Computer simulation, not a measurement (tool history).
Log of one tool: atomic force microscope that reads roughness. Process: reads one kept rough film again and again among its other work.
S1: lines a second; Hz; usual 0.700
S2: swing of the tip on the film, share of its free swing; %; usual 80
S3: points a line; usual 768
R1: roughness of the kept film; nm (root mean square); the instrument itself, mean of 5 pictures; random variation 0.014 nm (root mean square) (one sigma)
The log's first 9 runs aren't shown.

| run | hour | S1 | S2 | S3 | R1 |
|---|---|---|---|---|---|
|  | 376.4 | new tip fitted |
| 10 | 411.3 | 0.700 | 80 | 768 | 3.173 |
|  | 454.4 | new tip fitted |
| 11 | 473.6 | 0.700 | 80 | 768 | 3.220 |
| 12 | 520.8 | 0.700 | 80 | 768 | 3.069 |
|  | 531.5 | new tip fitted |
| 13 | 581.5 | 0.700 | 80 | 768 | 3.146 |
|  | 607.4 | new tip fitted |
| 14 | 636.7 | 0.700 | 80 | 768 | 3.186 |
|  | 685.9 | new tip fitted |
| 15 | 697.9 | 0.700 | 80 | 768 | 3.253 |
| 16 | 738.8 | 2.459 | 80 | 768 | 2.924 |
|  | 760.7 | new tip fitted |
| 17 | 785.8 | 3.545 | 80 | 768 | 2.925 |
|  | 837.7 | new tip fitted |
| 18 | 838.3 | 3.545 | 80 | 768 | 2.965 |
|  | 913.6 | new tip fitted |
| 19 | 917.4 | 0.700 | 90 | 736 | 3.246 |
|  | 988.5 | new tip fitted |
| 20 | 995.6 | 0.700 | 60 | 266 | 3.316 |
| 21 | 1052.9 | 0.742 | 80 | 709 | 3.105 |
|  | 1062.2 | new tip fitted |
| 22 | 1112.0 | 0.514 | 77 | 754 | 3.168 |
|  | 1138.3 | new tip fitted |
| 23 | 1183.4 | 0.700 | 71 | 756 | 3.242 |

The next listed run, before its measurement:
|  | 1188.0 | height scale calibrated on a step standard |
|  | 1214.8 | new tip fitted |
| 24 | 1238.5 | 2.275 | 58 | 756 | ? |

R1: 3.211 nm (root mean square)
Without the tool's hidden state the same run would have given R1 3.301 nm (root mean square).
